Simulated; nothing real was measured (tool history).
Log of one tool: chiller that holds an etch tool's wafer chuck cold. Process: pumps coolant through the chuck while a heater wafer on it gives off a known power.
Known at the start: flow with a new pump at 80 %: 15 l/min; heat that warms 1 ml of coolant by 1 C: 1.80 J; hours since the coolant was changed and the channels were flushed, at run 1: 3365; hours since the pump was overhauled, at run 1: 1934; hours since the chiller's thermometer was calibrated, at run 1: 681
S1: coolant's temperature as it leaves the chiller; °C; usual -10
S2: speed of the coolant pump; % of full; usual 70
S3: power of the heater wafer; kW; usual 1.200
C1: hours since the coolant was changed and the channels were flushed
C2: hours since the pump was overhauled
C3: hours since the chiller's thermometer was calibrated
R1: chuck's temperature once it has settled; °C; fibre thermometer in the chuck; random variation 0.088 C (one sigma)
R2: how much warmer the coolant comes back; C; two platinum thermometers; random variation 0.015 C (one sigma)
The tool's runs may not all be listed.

run   hour   S1  S2     S3    C1    C2    C3     R1    R2
  1    0.0  -10  70  1.200  3365  1934   681  -1.52  3.11
  2   81.8  -10  81  1.200  3446  2016   763  -2.24  2.71
  3  150.9  -10  70  1.200  3516  2085   832  -1.49  3.11
  4  209.9  -10  70  0.865  3575  2144   891  -3.74  2.25
  5  290.4  -10  70  0.796  3655  2225   971  -4.23  2.08
  6  371.6  -10  70  0.796  3736  2306  1052  -4.11  2.08
  7  443.3  -10  70  1.200  3808  2378  1124  -1.26  3.14
  8  515.8  -14  70  1.200  3880  2450  1197  -5.26  3.15
  9  590.9  -14  70  1.200  3955  2525  1272  -5.29  3.16
     596.6  -- chiller's thermometer calibrated
 10  665.8  -10  70  1.200  4029  2599    69  -1.25  3.16
 11  741.3  -10  88  1.729  4105  2675   145   1.02  3.59
 12  785.8  -10  88  1.729  4149  2719   189   0.96  3.60
 13  869.0  -10  88  1.729  4233  2802   272   1.20  3.62
 14  931.3  -10  64  1.367  4295  2865   335   0.69  3.93

Forecast run 15:
 15  991.7  -16  95  1.146  4355  2925  395   ?   ?

R1: -8.85 °C
R2: 2.20 C
Without the tool's hidden state the same run would have given R1 -9.93 °C, R2 2.12 C.

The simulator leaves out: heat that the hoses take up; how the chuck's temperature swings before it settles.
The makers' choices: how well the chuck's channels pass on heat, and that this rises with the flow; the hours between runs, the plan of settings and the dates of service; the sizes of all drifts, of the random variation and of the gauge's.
